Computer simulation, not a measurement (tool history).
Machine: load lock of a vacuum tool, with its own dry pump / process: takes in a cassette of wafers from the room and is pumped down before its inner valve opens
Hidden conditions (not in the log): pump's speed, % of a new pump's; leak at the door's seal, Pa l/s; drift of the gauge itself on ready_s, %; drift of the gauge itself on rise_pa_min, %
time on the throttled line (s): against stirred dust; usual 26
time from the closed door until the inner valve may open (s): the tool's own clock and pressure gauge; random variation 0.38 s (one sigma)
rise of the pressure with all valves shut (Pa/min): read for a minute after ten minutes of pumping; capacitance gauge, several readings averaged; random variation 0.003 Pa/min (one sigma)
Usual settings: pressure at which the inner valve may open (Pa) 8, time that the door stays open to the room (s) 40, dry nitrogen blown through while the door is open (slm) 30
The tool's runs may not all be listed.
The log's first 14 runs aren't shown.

run,hour,time on the throttled line (s),pressure at which the inner valve may open (Pa),time that the door stays open to the room (s),dry nitrogen blown through while the door is open (slm),hours that the pump has run since its overhaul,times that the door has closed on its seal,"incoming humidity of the room's air, %",time from the closed door until the inner valve may open (s),rise of the pressure with all valves shut (Pa/min)
15,3514.7,26,13,40,30,12296,10055,45.3,39.4,0.119
16,3828.1,26,8,40,30,12609,11122,48.0,41.0,0.139
17,4061.0,26,8,40,30,12842,11915,49.5,40.0,0.152
18,4335.5,26,8,40,30,13117,12851,47.4,41.0,0.163
19,4483.8,26,8,40,30,13265,13356,45.8,40.7,0.172
20,4736.5,26,8,40,30,13518,14217,45.8,40.7,0.179
21,4981.8,26,8,40,30,13763,15052,48.6,40.8,0.197
22,5187.1,26,9,109,9,13968,15752,43.7,40.6,0.251
23,5366.6,26,9,109,9,14148,16363,46.2,40.8,0.263
24,5668.0,35,7,147,17,14449,17390,44.2,48.5,0.286
25,5946.3,27,10,147,17,14727,18338,42.2,41.4,0.302
26,6173.8,27,10,147,17,14955,19113,45.7,41.6,0.323
27,6441.6,18,15,42,7,15223,20025,48.2,33.4,0.322
28,6798.0,18,15,42,18,15579,21239,42.6,32.7,0.321
29,7018.4,26,15,42,24,15800,21990,46.6,39.6,0.351
30,7232.4,26,13,42,37,16014,22719,41.9,39.8,0.348
31,7569.3,26,13,70,11,16350,23867,48.2,39.7,0.419
32,7826.5,16,15,70,32,16608,24743,42.8,31.8,0.415
33,8022.3,22,8,40,30,16803,25410,46.9,38.2,0.419
34,8341.2,13,11,40,30,17122,26496,47.8,29.7,0.455
35,8566.8,13,11,40,30,17348,27265,41.9,29.8,0.463
36,8844.8,13,11,40,30,17626,28212,44.1,30.0,0.503
37,9001.2,13,14,116,30,17782,28745,44.3,29.7,0.537
38,9190.5,13,14,116,30,17972,29390,44.2,29.1,0.563

Predict each of these 3 candidate next runs independently; none follows another, all start after run 38:
A,9541.6,41,14,116,30,18323,30586,43.4,?,?
B,9541.6,46,10,40,30,18323,30586,46.2,?,?
C,9541.6,20,14,116,44,18323,30586,44.8,?,?

run,time from the closed door until the inner valve may open (s),rise of the pressure with all valves shut (Pa/min)
A,53.4,0.589
B,57.3,0.569
C,35.4,0.586
Stripped of hidden state, with their random variation kept, the same runs would have yielded:
run,time from the closed door until the inner valve may open (s),rise of the pressure with all valves shut (Pa/min)
A,51.0,0.051
B,55.0,0.030
C,32.4,0.041
